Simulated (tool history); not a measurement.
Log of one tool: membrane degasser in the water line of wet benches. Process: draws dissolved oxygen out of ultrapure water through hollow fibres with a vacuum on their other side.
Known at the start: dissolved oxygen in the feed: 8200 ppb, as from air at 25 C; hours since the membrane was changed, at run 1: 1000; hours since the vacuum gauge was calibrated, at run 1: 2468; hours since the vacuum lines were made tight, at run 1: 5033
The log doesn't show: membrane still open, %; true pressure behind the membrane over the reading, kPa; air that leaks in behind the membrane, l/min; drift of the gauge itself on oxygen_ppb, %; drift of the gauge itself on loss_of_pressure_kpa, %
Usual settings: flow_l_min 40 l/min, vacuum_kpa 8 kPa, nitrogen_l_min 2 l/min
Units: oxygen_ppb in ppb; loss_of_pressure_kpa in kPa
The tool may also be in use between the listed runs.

| run | hour | flow_l_min | vacuum_kpa | nitrogen_l_min | hours since the membrane was changed | hours since the vacuum gauge was calibrated | hours since the vacuum lines were made tight | oxygen_ppb | loss_of_pressure_kpa |
|---|---|---|---|---|---|---|---|---|---|
| 1 | 0 | 40 | 8 | 2 | 1000 | 2468 | 5033 | 250.8 | 61.04 |
| 2 | 85.8 | 40 | 8 | 2 | 1086 | 2553 | 5119 | 249.3 | 61.5 |
| 3 | 231 | 40 | 8 | 2 | 1231 | 2699 | 5264 | 252.5 | 61.47 |
| 4 | 360.6 | 40 | 6.98 | 2 | 1360 | 2828 | 5393 | 209.8 | 61.82 |
| 5 | 496.2 | 40 | 10.25 | 2 | 1496 | 2964 | 5529 | 341 | 61.74 |
| 6 | 625.3 | 40 | 8 | 1.77 | 1625 | 3093 | 5658 | 275.9 | 61.58 |
| 7 | 772.7 | 40 | 8 | 1.77 | 1772 | 3240 | 5805 | 279.2 | 61.89 |
| 8 | 882.5 | 40 | 8 | 1.77 | 1882 | 3350 | 5915 | 279.9 | 62.2 |
| 9 | 1034.2 | 40 | 8 | 1.77 | 2034 | 3502 | 6067 | 277.6 | 62.17 |
| 10 | 1097.3 | 40 | 8 | 2.45 | 2097 | 3565 | 6130 | 221.6 | 61.99 |
| 11 | 1200.3 | 40 | 8 | 2 | 2200 | 3668 | 6233 | 254.6 | 61.95 |
|  | 1213.3 | seals of the vacuum lines changed |
| 12 | 1321.2 | 40 | 8 | 2 | 2319 | 3787 | 108 | 254.5 | 61.97 |
| 13 | 1462.7 | 40 | 8 | 2 | 2460 | 3928 | 249 | 252.9 | 62.37 |
| 14 | 1570.7 | 40 | 8 | 2 | 2568 | 4036 | 357 | 253.8 | 61.86 |
| 15 | 1725.4 | 40 | 11.34 | 2 | 2723 | 4191 | 512 | 393 | 62.1 |
|  | 1740.6 | vacuum gauge calibrated |
| 16 | 1824.1 | 57 | 11.34 | 2 | 2821 | 84 | 610 | 597.9 | 88.64 |
| 17 | 1893.6 | 50 | 6.39 | 1.41 | 2891 | 153 | 680 | 330.7 | 77.65 |
| 18 | 2007.6 | 40 | 18.25 | 1.41 | 3005 | 267 | 794 | 887.1 | 62.19 |
| 19 | 2086.7 | 40 | 8.21 | 1.91 | 3084 | 346 | 873 | 281.4 | 62.24 |
| 20 | 2201.1 | 40 | 10.63 | 2.46 | 3198 | 461 | 987 | 322.3 | 62.45 |
|  | 2260.9 | vacuum gauge calibrated, once more |
| 21 | 2285.1 | 40 | 10.63 | 2.46 | 3282 | 24 | 1071 | 301 | 62.06 |
| 22 | 2396.8 | 42 | 12.42 | 1.72 | 3393 | 136 | 1182 | 513.4 | 65.58 |

The next listed run, before its measurement:
| 23 | 2525.5 | 42 | 12.42 | 2.4 | 3522 | 265 | 1311 | ? | ? |

oxygen_ppb: 392.3 ppb
loss_of_pressure_kpa: 65.61 kPa
Without the tool's hidden state the same run would have given oxygen_ppb 387.8 ppb, loss_of_pressure_kpa 64.51 kPa.
